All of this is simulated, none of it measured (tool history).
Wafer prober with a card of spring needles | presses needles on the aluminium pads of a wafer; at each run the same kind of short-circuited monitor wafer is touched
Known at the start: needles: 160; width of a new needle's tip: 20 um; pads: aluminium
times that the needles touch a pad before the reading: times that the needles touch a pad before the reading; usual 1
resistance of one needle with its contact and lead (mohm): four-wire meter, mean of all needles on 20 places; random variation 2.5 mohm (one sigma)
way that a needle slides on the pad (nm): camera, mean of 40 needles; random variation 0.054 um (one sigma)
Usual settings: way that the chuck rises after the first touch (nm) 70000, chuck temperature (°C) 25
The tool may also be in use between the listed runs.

| run | hour | way that the chuck rises after the first touch (nm) | chuck temperature (°C) | times that the needles touch a pad before the reading | resistance of one needle with its contact and lead (mohm) | way that a needle slides on the pad (nm) |
|---|---|---|---|---|---|---|
| 1 | 0 | 70000 | 25 | 1 | 283 | 17520 |
|  | 20.6 | tips cleaned on abrasive film |
| 2 | 40.3 | 70000 | 25 | 3 | 282 | 17420 |
|  | 44.3 | tips cleaned on abrasive film |
|  | 68.8 | tips cleaned on abrasive film |
| 3 | 84.3 | 70000 | 25 | 2 | 287 | 17390 |
|  | 95.5 | tips cleaned on abrasive film |
|  | 120.3 | tips cleaned on abrasive film |
| 4 | 133.6 | 70000 | 25 | 2 | 286 | 17320 |
|  | 146.8 | tips cleaned on abrasive film |
|  | 171.5 | tips cleaned on abrasive film |
|  | 194.6 | tips cleaned on abrasive film |
| 5 | 195.5 | 70000 | 25 | 1 | 281 | 17340 |
|  | 218.8 | tips cleaned on abrasive film |
|  | 243.7 | tips cleaned on abrasive film |
| 6 | 243.7 | 70000 | 25 | 1 | 282 | 17190 |
|  | 266.9 | tips cleaned on abrasive film |
| 7 | 288.4 | 51000 | 25 | 1 | 297 | 12570 |
|  | 292.8 | tips cleaned on abrasive film |
|  | 315.5 | tips cleaned on abrasive film |
|  | 339.9 | tips cleaned on abrasive film |
| 8 | 342.5 | 51000 | 25 | 1 | 293 | 12560 |
|  | 364.2 | tips cleaned on abrasive film |
|  | 387.6 | tips cleaned on abrasive film |
| 9 | 398.1 | 51000 | 25 | 1 | 297 | 12450 |
|  | 412.3 | tips cleaned on abrasive film |
| 10 | 429 | 51000 | 25 | 1 | 294 | 12540 |
|  | 434.7 | tips cleaned on abrasive film |
|  | 439.5 | height of the first contact set anew |
|  | 459.2 | tips cleaned on abrasive film |
|  | 484.2 | tips cleaned on abrasive film |
| 11 | 499.2 | 51000 | 25 | 1 | 296 | 12400 |
|  | 507.2 | tips cleaned on abrasive film |
|  | 530.5 | tips cleaned on abrasive film |
| 12 | 545.6 | 51000 | 25 | 1 | 291 | 12350 |
|  | 556.6 | tips cleaned on abrasive film |
|  | 582.5 | tips cleaned on abrasive film |
|  | 606.2 | tips cleaned on abrasive film |
| 13 | 616.7 | 51000 | 25 | 1 | 295 | 12420 |
|  | 632.1 | tips cleaned on abrasive film |
|  | 655 | tips cleaned on abrasive film |
| 14 | 662.5 | 51000 | 25 | 1 | 297 | 12360 |
|  | 679.7 | tips cleaned on abrasive film |
|  | 703.7 | tips cleaned on abrasive film |
| 15 | 723 | 70000 | 32 | 1 | 285 | 16910 |
|  | 726.1 | tips cleaned on abrasive film |
|  | 751.8 | tips cleaned on abrasive film |
| 16 | 755 | 73000 | 40 | 3 | 287 | 17700 |
|  | 778.5 | tips cleaned on abrasive film |
|  | 795.5 | gauge calibrated |
|  | 801.1 | tips cleaned on abrasive film |
| 17 | 803.4 | 65000 | 46 | 3 | 293 | 16150 |
|  | 825.6 | tips cleaned on abrasive film |
|  | 849.2 | tips cleaned on abrasive film |
|  | 872.4 | tips cleaned on abrasive film |
| 18 | 872.4 | 54000 | 116 | 1 | 324 | 13390 |
|  | 895.9 | tips cleaned on abrasive film |
|  | 920.4 | tips cleaned on abrasive film |
| 19 | 921.8 | 73000 | 57 | 1 | 291 | 18160 |
|  | 946.8 | tips cleaned on abrasive film |
| 20 | 968.5 | 73000 | 61 | 1 | 298 | 18040 |
|  | 971.9 | tips cleaned on abrasive film |
|  | 996.4 | tips cleaned on abrasive film |
| 21 | 1010.4 | 78000 | 61 | 1 | 292 | 19250 |
|  | 1019.1 | tips cleaned on abrasive film |
|  | 1041.6 | tips cleaned on abrasive film |
| 22 | 1044.4 | 88000 | 94 | 1 | 300 | 21730 |
|  | 1066.3 | tips cleaned on abrasive film |
| 23 | 1079.3 | 74000 | 39 | 1 | 283 | 18290 |
|  | 1092.1 | tips cleaned on abrasive film |
|  | 1118.2 | tips cleaned on abrasive film |
| 24 | 1136.1 | 74000 | 98 | 1 | 304 | 18150 |
|  | 1140.7 | tips cleaned on abrasive film |
|  | 1165.2 | tips cleaned on abrasive film |
|  | 1188.9 | tips cleaned on abrasive film |
| 25 | 1188.9 | 74000 | 55 | 1 | 290 | 18150 |
|  | 1216.2 | tips cleaned on abrasive film |
| 26 | 1233.2 | 74000 | 55 | 1 | 291 | 18120 |
|  | 1238.9 | tips cleaned on abrasive film |
|  | 1266.7 | tips cleaned on abrasive film |
| 27 | 1273.9 | 77000 | 71 | 1 | 297 | 18790 |
|  | 1289.3 | tips cleaned on abrasive film |
|  | 1313.6 | tips cleaned on abrasive film |
| 28 | 1335.4 | 64000 | 39 | 1 | 293 | 15580 |
|  | 1340 | tips cleaned on abrasive film |
|  | 1364.9 | tips cleaned on abrasive film |
|  | 1390.9 | tips cleaned on abrasive film |
| 29 | 1404.5 | 77000 | 42 | 2 | 286 | 18760 |

3 ways to go on from here, each from the tool as it stands after run 29. What would each give?
|  | 1415.7 | tips cleaned on abrasive film |
|  | 1430.4 | height of the first contact set anew |
|  | 1443.7 | tips cleaned on abrasive film |
| A | 1444.4 | 72000 | 43 | 2 | ? | ? |
|  | 1415.7 | tips cleaned on abrasive film |
|  | 1430.4 | height of the first contact set anew |
|  | 1443.7 | tips cleaned on abrasive film |
| B | 1444.4 | 77000 | 57 | 3 | ? | ? |
|  | 1415.7 | tips cleaned on abrasive film |
|  | 1430.4 | height of the first contact set anew |
|  | 1443.7 | tips cleaned on abrasive film |
| C | 1444.4 | 77000 | 85 | 2 | ? | ? |

| run | resistance of one needle with its contact and lead (mohm) | way that a needle slides on the pad (nm) |
|---|---|---|
| A | 287 | 17490 |
| B | 290 | 18690 |
| C | 296 | 18650 |
Without the tool's hidden state the same runs would have given:
| run | resistance of one needle with its contact and lead (mohm) | way that a needle slides on the pad (nm) |
|---|---|---|
| A | 287 | 17930 |
| B | 289 | 19150 |
| C | 296 | 19120 |
